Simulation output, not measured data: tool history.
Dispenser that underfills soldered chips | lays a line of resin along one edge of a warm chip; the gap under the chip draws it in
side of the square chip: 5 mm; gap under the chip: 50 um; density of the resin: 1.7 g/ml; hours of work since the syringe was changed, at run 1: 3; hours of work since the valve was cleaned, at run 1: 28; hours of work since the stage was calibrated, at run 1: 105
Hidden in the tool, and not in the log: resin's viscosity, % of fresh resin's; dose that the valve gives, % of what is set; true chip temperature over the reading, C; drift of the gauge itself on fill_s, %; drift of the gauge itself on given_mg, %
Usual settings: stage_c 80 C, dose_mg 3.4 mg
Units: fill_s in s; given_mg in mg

run	hour	stage_c	dose_mg	hours of work since the syringe was changed	hours of work since the valve was cleaned	hours of work since the stage was calibrated	fill_s	given_mg
1	0	80	3.4	3	28	105	14.9	3.36
# hour 7.1: new syringe of resin
2	11.5	80	3.4	4	37	114	16.7	3.34
# hour 17.8: new syringe of resin
3	23.7	70	3.4	5	46	123	25.8	3.33
# hour 28.4: new syringe of resin
# hour 33.5: dispensing valve cleaned and set on the balance
4	36.4	70	3.4	6	2	132	28.1	3.4
# hour 40: new syringe of resin
5	45.4	70	3.4	4	9	139	24.7	3.41
# hour 50.1: new syringe of resin
6	58.7	70	3.4	7	20	150	30.4	3.38
# hour 61.2: new syringe of resin
7	67.6	70	3.4	5	26	157	26	3.34
# hour 71.5: new syringe of resin
8	76.3	70	3.4	4	33	163	24	3.36
# hour 81.9: new syringe of resin
9	89.8	70	3.4	6	44	174	29.2	3.33
# hour 92.6: new syringe of resin
# hour 102.5: dispensing valve cleaned and set on the balance
10	102.7	70	3.4	7	0	183	32.3	3.41
# hour 103.8: new syringe of resin
# hour 114.4: new syringe of resin
11	118.4	70	3.4	3	12	195	22.2	3.41
# hour 124.6: new syringe of resin
12	130.9	80	3.4	5	22	205	18.6	3.39
# hour 135.4: new syringe of resin
# hour 145.6: new syringe of resin
13	145.7	80	3.4	0	33	216	12.3	3.37
# hour 156.4: new syringe of resin
14	156.9	80	3.4	0	42	225	12.8	3.34
# hour 167: new syringe of resin
15	167.8	84	3.4	1	50	233	11.2	3.34
# hour 172: dispensing valve cleaned and set on the balance
16	175.2	80	3.05	6	3	238	19.2	3.03
# hour 178.6: new syringe of resin
17	188.1	80	3.4	8	13	248	23	3.37
# hour 189.3: new syringe of resin
# hour 200.2: new syringe of resin
18	201.2	69	3.13	1	23	258	19.3	3.11
# hour 210.3: new syringe of resin
19	213	69	3.13	2	32	267	21.4	3.08
# hour 220.9: new syringe of resin
20	227.7	91	3.32	5	43	279	13	3.26
# hour 231.8: new syringe of resin
# hour 240.9: dispensing valve cleaned and set on the balance
21	242.1	70	3.03	7	1	289	32.4	3.02
# hour 243.5: new syringe of resin
22	249.7	70	3.03	5	7	295	25.5	3
# hour 254.1: new syringe of resin
23	262.8	69	3.08	7	17	305	32	3.06
# hour 265.2: new syringe of resin
# hour 275.9: new syringe of resin
24	277.8	88	3.65	1	28	317	10	3.6
# hour 286.2: new syringe of resin
25	286.2	88	3.65	0	35	323	8.8	3.6
# hour 297: new syringe of resin
26	298.9	88	3.65	2	45	333	10.5	3.59
27	305.3	69	3.58	7	50	338	30.8	3.49
# hour 308: new syringe of resin
# hour 310.1: dispensing valve cleaned and set on the balance
28	313	66	3.61	3	2	343	25.3	3.61
# hour 319.3: new syringe of resin
29	320.9	87	4.36	1	8	349	10.3	4.34
# hour 329.5: new syringe of resin
30	330.6	94	3.72	1	16	357	7.9	3.7
# hour 339.9: new syringe of resin
31	340.7	72	3.9	1	24	365	16.2	3.88
32	348.5	90	3.97	7	30	371	14.4	3.92
# hour 350.2: new syringe of resin
# hour 360.6: new syringe of resin
33	362.5	80	3	2	41	381	13.4	2.95

Hidden state or all else? Some run-to-run changes of fill_s, split into what the settings, what came in and random variation would give without the hidden state, and what is left for the hidden state (with any gauge scatter that isn't in both results):
Run 10 -> 11: new syringe of resin, new syringe of resin. fill_s -10.1 s: hidden state -9.9, all else -0.2.
Run 20 -> 21: stage_c 91 -> 70, dose_mg 3.32 -> 3.03, new syringe of resin, dispensing valve cleaned and set on the balance. fill_s +19.4 s: hidden state +9.4, all else +10.
Run 23 -> 24: stage_c 69 -> 88, dose_mg 3.08 -> 3.65, new syringe of resin, new syringe of resin. fill_s -22 s: hidden state -12.4, all else -9.6.
Run 26 -> 27: stage_c 88 -> 69, dose_mg 3.65 -> 3.58. fill_s +20.3 s: hidden state +10.9, all else +9.4.

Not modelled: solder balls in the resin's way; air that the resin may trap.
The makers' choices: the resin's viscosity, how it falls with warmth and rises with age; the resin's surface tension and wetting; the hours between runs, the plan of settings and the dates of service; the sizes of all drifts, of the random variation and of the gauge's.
